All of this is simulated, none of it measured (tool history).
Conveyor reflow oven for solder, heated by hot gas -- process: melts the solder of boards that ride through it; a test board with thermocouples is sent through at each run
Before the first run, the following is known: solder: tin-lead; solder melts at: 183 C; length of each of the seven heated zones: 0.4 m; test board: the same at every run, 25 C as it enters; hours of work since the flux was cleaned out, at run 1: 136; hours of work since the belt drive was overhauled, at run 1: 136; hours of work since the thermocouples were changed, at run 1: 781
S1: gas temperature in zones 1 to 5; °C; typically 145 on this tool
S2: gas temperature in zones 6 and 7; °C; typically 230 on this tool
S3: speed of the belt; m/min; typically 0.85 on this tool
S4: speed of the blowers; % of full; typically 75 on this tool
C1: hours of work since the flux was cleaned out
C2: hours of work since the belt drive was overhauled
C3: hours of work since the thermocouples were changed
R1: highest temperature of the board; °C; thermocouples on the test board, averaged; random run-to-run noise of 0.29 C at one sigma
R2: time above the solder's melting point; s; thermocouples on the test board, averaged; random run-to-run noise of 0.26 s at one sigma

Run 1, hour 0: usual settings; C1 136; C2 136; C3 781. Result: R1 220.8 °C, R2 46.2 s.
Run 2, hour 27.2: usual settings; C1 149; C2 149; C3 794. Result: R1 220.3 °C, R2 46.2 s.
Run 3, hour 55.7: usual settings; C1 163; C2 163; C3 809. Result: R1 220.5 °C, R2 46.7 s.
Run 4, hour 82.1: usual settings; C1 177; C2 177; C3 822. Result: R1 220.2 °C, R2 46.2 s.
Run 5, hour 125.9: usual settings; C1 198; C2 198; C3 844. Result: R1 220.6 °C, R2 46.2 s.
At hour 153.9: flux residue cleaned out of gas plates and filters.
Run 6, hour 169: usual settings; C1 8; C2 217; C3 863. Result: R1 221.4 °C, R2 46.9 s.
Run 7, hour 204.8: usual settings; C1 25; C2 235; C3 880. Result: R1 221.3 °C, R2 47.2 s.
Run 8, hour 255.2: usual settings but S3 0.834 m/min; C1 51; C2 260; C3 906. Result: R1 221.7 °C, R2 48.3 s.
Run 9, hour 299.9: usual settings but S3 0.834 m/min; C1 73; C2 283; C3 928. Result: R1 222.2 °C, R2 48.5 s.
Run 10, hour 334.4: usual settings but S3 0.834 m/min; C1 90; C2 300; C3 945. Result: R1 221.9 °C, R2 48.3 s.
Run 11, hour 372.9: usual settings but S3 0.834 m/min, S4 77 % of full; C1 109; C2 319; C3 964. Result: R1 221.9 °C, R2 48.8 s.
Run 12, hour 424.1: usual settings but S1 133 °C; C1 135; C2 345; C3 990. Result: R1 219.3 °C, R2 43.1 s.
Run 13, hour 448.8: usual settings but S1 133 °C; C1 147; C2 357; C3 1002. Result: R1 219.5 °C, R2 43.3 s.
Run 14, hour 478.5: usual settings but S1 133 °C; C1 162; C2 372; C3 1017. Result: R1 220.1 °C, R2 42.9 s.
At hour 486.8: belt drive overhauled, speed set with a stopwatch.
At hour 501.9: thermocouples of zones 6 and 7 changed.
Run 15, hour 527.4: usual settings but S1 133 °C; C1 183; C2 19; C3 13. Result: R1 216.5 °C, R2 41.4 s.
Run 16, hour 568.5: usual settings but S1 140 °C, S2 242 °C, S3 0.816 m/min, S4 51 % of full; C1 204; C2 40; C3 33. Result: R1 223 °C, R2 47.8 s.
At hour 586.4: flux residue cleaned out of gas plates and filters.
Run 17, hour 605.9: usual settings but S1 140 °C, S2 242 °C, S3 0.816 m/min, S4 51 % of full; C1 10; C2 56; C3 49. Result: R1 223.8 °C, R2 48.6 s.
Run 18, hour 651.3: usual settings but S1 140 °C, S2 242 °C, S3 0.816 m/min, S4 51 % of full; C1 32; C2 79; C3 72. Result: R1 223.8 °C, R2 48.2 s.
Run 19, hour 684.2: usual settings but S1 136 °C, S3 0.907 m/min; C1 49; C2 95; C3 88. Result: R1 216.5 °C, R2 39.2 s.
Run 20, hour 726.6: usual settings but S1 141 °C, S2 222 °C, S3 0.907 m/min; C1 70; C2 116; C3 110. Result: R1 209.3 °C, R2 37.2 s.
Run 21, hour 752.6: usual settings but S4 66 % of full; C1 83; C2 129; C3 122. Result: R1 217.2 °C, R2 45.1 s.
At hour 795.5: belt drive overhauled, speed set with a stopwatch, once more.
Run 22, hour 805.8: usual settings but S2 242 °C, S4 57 % of full; C1 107; C2 5; C3 147. Result: R1 225.2 °C, R2 47.9 s.
Run 23, hour 858: usual settings but S2 242 °C, S4 57 % of full; C1 133; C2 31; C3 173. Result: R1 224.6 °C, R2 48.1 s.
Run 24, hour 898.5: usual settings but S2 225 °C, S4 59 % of full; C1 154; C2 51; C3 193. Result: R1 210.9 °C, R2 40.4 s.
Run 25, hour 949: usual settings but S1 140 °C; C1 179; C2 77; C3 218. Result: R1 217.7 °C, R2 44.2 s.
Run 26, hour 996.3: usual settings but S1 140 °C, S2 238 °C; C1 202; C2 100; C3 242. Result: R1 225 °C, R2 47.4 s.
At hour 1018.5: flux residue cleaned out of gas plates and filters.
Run 27, hour 1050.5: usual settings but S3 0.931 m/min; C1 16; C2 125; C3 266. Result: R1 217.3 °C, R2 41 s.
Run 28, hour 1076: usual settings but S3 0.89 m/min; C1 29; C2 137; C3 279. Result: R1 218.8 °C, R2 43.2 s.
Run 29, hour 1114.9: usual settings but S1 149 °C, S2 232 °C, S3 0.816 m/min; C1 48; C2 157; C3 299. Result: R1 223.4 °C, R2 50.8 s.

Branching from run 29: 5 alternative next runs. What would each branch give?
Run A, hour 1153.7: usual settings but S1 158 °C, S2 231 °C, S3 0.738 m/min; C1 67; C2 176; C3 318. Result: R1 ?, R2 ?.
Run B, hour 1153.7: usual settings but S1 153 °C, S2 232 °C, S3 0.816 m/min; C1 67; C2 176; C3 318. Result: R1 ?, R2 ?.
Run C, hour 1153.7: usual settings but S1 149 °C, S2 232 °C, S3 0.816 m/min, S4 55 % of full; C1 67; C2 176; C3 318. Result: R1 ?, R2 ?.
Run D, hour 1153.7: usual settings but S1 147 °C, S2 232 °C, S3 0.874 m/min; C1 67; C2 176; C3 318. Result: R1 ?, R2 ?.
Run E, hour 1153.7: usual settings but S1 149 °C, S2 232 °C, S3 0.816 m/min; C1 67; C2 176; C3 318. Result: R1 ?, R2 ?.

run     R1    R2
  A    225  60.9
  B  223.5  52.7
  C  218.8  48.3
  D  220.9  45.9
  E  223.1  51.1
With no hidden state in the tool, these same runs would have given:
run     R1    R2
  A  223.8  60.1
  B  222.3    52
  C  217.6  47.4
  D  219.8  45.2
  E  221.9  50.3

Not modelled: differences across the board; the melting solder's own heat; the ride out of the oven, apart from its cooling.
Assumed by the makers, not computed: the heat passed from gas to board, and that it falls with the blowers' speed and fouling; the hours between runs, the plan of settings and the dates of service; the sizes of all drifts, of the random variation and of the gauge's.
